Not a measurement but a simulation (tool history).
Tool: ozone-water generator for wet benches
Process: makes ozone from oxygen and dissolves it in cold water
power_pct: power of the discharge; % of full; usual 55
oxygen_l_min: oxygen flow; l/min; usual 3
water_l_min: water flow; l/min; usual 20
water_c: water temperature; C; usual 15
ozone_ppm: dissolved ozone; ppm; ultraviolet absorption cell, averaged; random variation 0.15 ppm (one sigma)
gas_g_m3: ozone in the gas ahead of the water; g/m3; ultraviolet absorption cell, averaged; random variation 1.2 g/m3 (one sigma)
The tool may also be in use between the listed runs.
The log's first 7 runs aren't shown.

| run | hour | power_pct | oxygen_l_min | water_l_min | water_c | ozone_ppm | gas_g_m3 |
|---|---|---|---|---|---|---|---|
| 8 | 309.4 | 55 | 2.09 | 20 | 15 | 15.8 | 238.9 |
| 9 | 355.1 | 55 | 2.09 | 20 | 15 | 16.1 | 237.5 |
| 10 | 397.5 | 84 | 2.09 | 20 | 15 | 20.3 | 303.8 |
| 11 | 435.9 | 55 | 2.78 | 20 | 15 | 18.1 | 216.1 |
| 12 | 496.7 | 55 | 2.78 | 20 | 15 | 17.9 | 216.3 |
| 13 | 554.2 | 92 | 3 | 20 | 15 | 24.6 | 281.7 |
| 14 | 610 | 55 | 2.84 | 20 | 15 | 17.9 | 213.7 |
| 15 | 659.4 | 55 | 3 | 13 | 15 | 25.9 | 208.7 |
| 16 | 720.6 | 55 | 3 | 13 | 12 | 27.3 | 208.7 |
| 17 | 757.5 | 92 | 3 | 13 | 12 | 36.2 | 281.1 |
| 18 | 794.2 | 85 | 1.72 | 14 | 7 | 27.7 | 321.7 |
| 19 | 853.2 | 85 | 1.72 | 31 | 7 | 12.2 | 325.9 |
| 20 | 882.6 | 85 | 1.72 | 31 | 7 | 12.1 | 319.5 |
| 21 | 913.7 | 45 | 1.72 | 27 | 7 | 9.7 | 225.4 |
| 22 | 968.8 | 45 | 1.72 | 27 | 7 | 9.7 | 225.6 |
| 23 | 1010.3 | 45 | 1.72 | 27 | 7 | 9.8 | 225.8 |
| 24 | 1039.9 | 45 | 1.72 | 27 | 7 | 9.7 | 225.7 |
| 25 | 1101.6 | 55 | 1.7 | 17 | 15 | 16.9 | 252.6 |
| 26 | 1156.9 | 55 | 4.43 | 17 | 14 | 24 | 182.6 |
| 27 | 1222.1 | 55 | 4.43 | 17 | 14 | 23.6 | 182.7 |
| 28 | 1270.8 | 100 | 2.01 | 32 | 23 | 12.9 | 330.7 |
| 29 | 1323.5 | 74 | 1.81 | 20 | 15 | 17.5 | 291.8 |
| 30 | 1368.6 | 62 | 3.31 | 20 | 15 | 20.2 | 216.6 |
| 31 | 1417.4 | 62 | 2.35 | 20 | 15 | 17.5 | 241.8 |
| 32 | 1469.7 | 81 | 3 | 20 | 15 | 22.3 | 256.6 |

4 ways to go on from here, each from the tool as it stands after run 32. What would each give?
| A | 1521.4 | 77 | 3 | 28 | 15 | ? | ? |
| B | 1521.4 | 82 | 1.6 | 20 | 15 | ? | ? |
| C | 1521.4 | 55 | 3 | 26 | 15 | ? | ? |
| D | 1521.4 | 97 | 2.95 | 20 | 8 | ? | ? |

| run | ozone_ppm | gas_g_m3 |
|---|---|---|
| A | 15.9 | 250.4 |
| B | 17.3 | 320.6 |
| C | 14.3 | 208.3 |
| D | 26.4 | 286.8 |
Without the tool's hidden state the same runs would have given:
| run | ozone_ppm | gas_g_m3 |
|---|---|---|
| A | 17.1 | 261.7 |
| B | 18.5 | 335.6 |
| C | 15.2 | 216 |
| D | 28.4 | 301.5 |
